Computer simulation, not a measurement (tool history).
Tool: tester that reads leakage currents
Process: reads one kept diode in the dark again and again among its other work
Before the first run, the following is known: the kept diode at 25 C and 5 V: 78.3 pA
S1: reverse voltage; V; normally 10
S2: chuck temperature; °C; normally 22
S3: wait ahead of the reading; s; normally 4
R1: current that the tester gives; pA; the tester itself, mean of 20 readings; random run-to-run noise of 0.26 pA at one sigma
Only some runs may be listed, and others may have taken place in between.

{"run": 1, "hour": 0.0, "S1": 10, "S2": 22, "S3": 4, "R1": 98.01}
{"run": 2, "hour": 52.9, "S1": 10, "S2": 22, "S3": 4, "R1": 98.39}
{"run": 3, "hour": 106.7, "S1": 10, "S2": 22, "S3": 4, "R1": 98.91}
{"run": 4, "hour": 168.0, "S1": 10, "S2": 22, "S3": 4, "R1": 99.42}
{"hour": 195.3, "done": "chuck's temperature calibrated"}
{"run": 5, "hour": 233.1, "S1": 10, "S2": 22, "S3": 4, "R1": 85.74}
{"run": 6, "hour": 291.8, "S1": 10, "S2": 22, "S3": 4, "R1": 86.24}
{"run": 7, "hour": 329.4, "S1": 10, "S2": 22, "S3": 4, "R1": 86.69}
{"run": 8, "hour": 381.7, "S1": 10, "S2": 22, "S3": 4, "R1": 87.02}
{"run": 9, "hour": 411.2, "S1": 3.5, "S2": 34, "S3": 0.73, "R1": 143.42}
{"run": 10, "hour": 461.8, "S1": 3.5, "S2": 34, "S3": 0.73, "R1": 143.42}
{"run": 11, "hour": 499.7, "S1": 3.7, "S2": 22, "S3": 2.99, "R1": 54.88}
{"run": 12, "hour": 542.5, "S1": 14.8, "S2": 39, "S3": 0.64, "R1": 416.92}
{"run": 13, "hour": 601.4, "S1": 10, "S2": 22, "S3": 1.1, "R1": 91.55}
{"run": 14, "hour": 635.4, "S1": 14.1, "S2": 31, "S3": 4, "R1": 219.1}
{"run": 15, "hour": 704.3, "S1": 14.1, "S2": 54, "S3": 4, "R1": 1215.62}

What if the next run were any one of these 3? Each begins from the tool's condition after run 15:
{"run": "A", "hour": 745.7, "S1": 7.1, "S2": 22, "S3": 3.57, "R1": "?"}
{"run": "B", "hour": 745.7, "S1": 10.7, "S2": 30, "S3": 6.99, "R1": "?"}
{"run": "C", "hour": 745.7, "S1": 2.5, "S2": 54, "S3": 4, "R1": "?"}

run=A R1=76.99
run=B R1=178.28
run=C R1=548.83
Take away the tool's hidden state, keep each run's random variation, and the runs would have read:
run=A R1=72.46
run=B R1=169.32
run=C R1=530.33
